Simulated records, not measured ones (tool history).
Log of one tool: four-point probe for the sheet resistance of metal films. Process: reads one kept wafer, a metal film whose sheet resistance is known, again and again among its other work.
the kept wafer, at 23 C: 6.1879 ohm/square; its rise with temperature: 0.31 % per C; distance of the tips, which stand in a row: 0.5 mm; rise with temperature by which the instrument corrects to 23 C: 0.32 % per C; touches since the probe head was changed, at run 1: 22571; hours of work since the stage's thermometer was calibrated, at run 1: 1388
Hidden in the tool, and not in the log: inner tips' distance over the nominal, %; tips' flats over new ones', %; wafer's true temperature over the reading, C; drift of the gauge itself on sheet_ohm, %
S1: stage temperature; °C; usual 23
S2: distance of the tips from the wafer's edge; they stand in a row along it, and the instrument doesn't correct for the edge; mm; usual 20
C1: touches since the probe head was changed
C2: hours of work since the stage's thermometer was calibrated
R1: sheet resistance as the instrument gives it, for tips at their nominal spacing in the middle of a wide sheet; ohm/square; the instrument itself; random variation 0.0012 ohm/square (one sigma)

{"run": 1, "hour": 0.0, "S1": 23, "S2": 20, "C1": 22571, "C2": 1388, "R1": 6.187985}
{"run": 2, "hour": 14.7, "S1": 23, "S2": 20, "C1": 22975, "C2": 1400, "R1": 6.191803}
{"run": 3, "hour": 48.1, "S1": 23, "S2": 20, "C1": 23890, "C2": 1426, "R1": 6.190608}
{"run": 4, "hour": 73.2, "S1": 23, "S2": 20, "C1": 24579, "C2": 1446, "R1": 6.189691}
{"run": 5, "hour": 90.9, "S1": 23, "S2": 20, "C1": 25064, "C2": 1460, "R1": 6.187707}
{"run": 6, "hour": 121.0, "S1": 23, "S2": 4, "C1": 25890, "C2": 1484, "R1": 6.237345}
{"run": 7, "hour": 135.4, "S1": 23, "S2": 4, "C1": 26284, "C2": 1495, "R1": 6.24001}
{"run": 8, "hour": 168.2, "S1": 23, "S2": 4, "C1": 27184, "C2": 1521, "R1": 6.240093}
{"run": 9, "hour": 185.2, "S1": 19, "S2": 27, "C1": 27649, "C2": 1535, "R1": 6.191348}
{"run": 10, "hour": 207.4, "S1": 30, "S2": 30, "C1": 28258, "C2": 1552, "R1": 6.185411}
{"run": 11, "hour": 227.3, "S1": 31, "S2": 5, "C1": 28805, "C2": 1568, "R1": 6.219152}

The next listed run, before its measurement:
{"run": 12, "hour": 248.4, "S1": 20, "S2": 7, "C1": 29383, "C2": 1585, "R1": "?"}

R1: 6.205255 ohm/square
Without the tool's hidden state the same run would have given R1 6.205299 ohm/square.
